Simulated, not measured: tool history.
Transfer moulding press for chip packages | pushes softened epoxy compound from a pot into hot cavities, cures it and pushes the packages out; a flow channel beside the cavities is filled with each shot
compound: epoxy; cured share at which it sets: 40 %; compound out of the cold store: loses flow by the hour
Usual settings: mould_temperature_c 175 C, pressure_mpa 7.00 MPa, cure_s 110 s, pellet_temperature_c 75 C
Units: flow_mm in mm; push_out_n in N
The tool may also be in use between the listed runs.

run,day,mould_temperature_c,pressure_mpa,cure_s,pellet_temperature_c,incoming compound's hours out of the cold store,flow_mm,push_out_n
1,0.000,175,7.00,110,75,17.6,930,366
2,0.421,176,7.00,110,75,18.8,921,359
# day 0.962: plunger's sealing rings changed
3,1.025,175,7.00,110,75,43.1,840,364
4,1.462,175,7.00,110,75,43.2,839,359
# day 1.921: cavities cleaned with cleaning compound and waxed
5,2.200,175,7.00,110,75,44.7,841,351
6,2.679,175,7.00,110,75,20.9,914,363
7,3.050,175,7.00,110,75,17.1,934,370
8,3.462,175,7.00,110,75,10.0,946,385
9,3.792,175,7.00,110,75,18.1,941,363
10,4.325,175,7.00,148,75,45.4,839,334
11,4.829,177,7.00,110,75,21.7,905,359
12,5.321,177,7.00,110,84,25.9,897,342
# day 5.721: cavities cleaned with cleaning compound and waxed
13,5.783,177,7.00,110,75,31.7,867,338
14,6.488,177,7.00,110,75,11.8,946,358
15,6.838,177,7.00,110,75,39.4,853,356
16,7.388,167,7.00,112,75,42.8,890,525
17,7.717,167,7.00,112,65,31.7,933,548
18,8.346,171,7.00,110,78,45.8,857,419
19,8.783,176,6.68,112,77,33.0,854,347
20,9.367,176,7.05,115,68,15.3,942,357
# day 9.512: cavities cleaned with cleaning compound and waxed
21,10.079,175,8.43,110,83,19.0,1024,369
22,10.462,175,6.41,110,83,32.2,829,365
23,11.046,175,7.07,110,75,26.5,905,359
24,11.433,181,7.00,110,73,46.0,808,335
25,11.925,181,7.00,110,73,9.7,924,329
# day 12.171: plunger's sealing rings changed
26,12.512,181,7.00,96,84,40.3,822,331
27,13.125,181,7.00,96,84,22.2,885,340
# day 13.433: cavities cleaned with cleaning compound and waxed
28,13.858,170,7.93,117,75,33.1,950,414
29,14.283,180,7.00,91,75,44.7,819,343

3 ways to go on from here, each from the tool as it stands after run 29. What would each give?
A,14.625,175,8.76,118,84,44.4,?,?
B,14.625,176,7.00,124,75,25.7,?,?
C,14.625,167,7.27,115,75,34.9,?,?

run,flow_mm,push_out_n
A,927,350
B,894,327
C,942,502
Without the tool's hidden state the same runs would have given:
run,flow_mm,push_out_n
A,928,347
B,894,324
C,942,499

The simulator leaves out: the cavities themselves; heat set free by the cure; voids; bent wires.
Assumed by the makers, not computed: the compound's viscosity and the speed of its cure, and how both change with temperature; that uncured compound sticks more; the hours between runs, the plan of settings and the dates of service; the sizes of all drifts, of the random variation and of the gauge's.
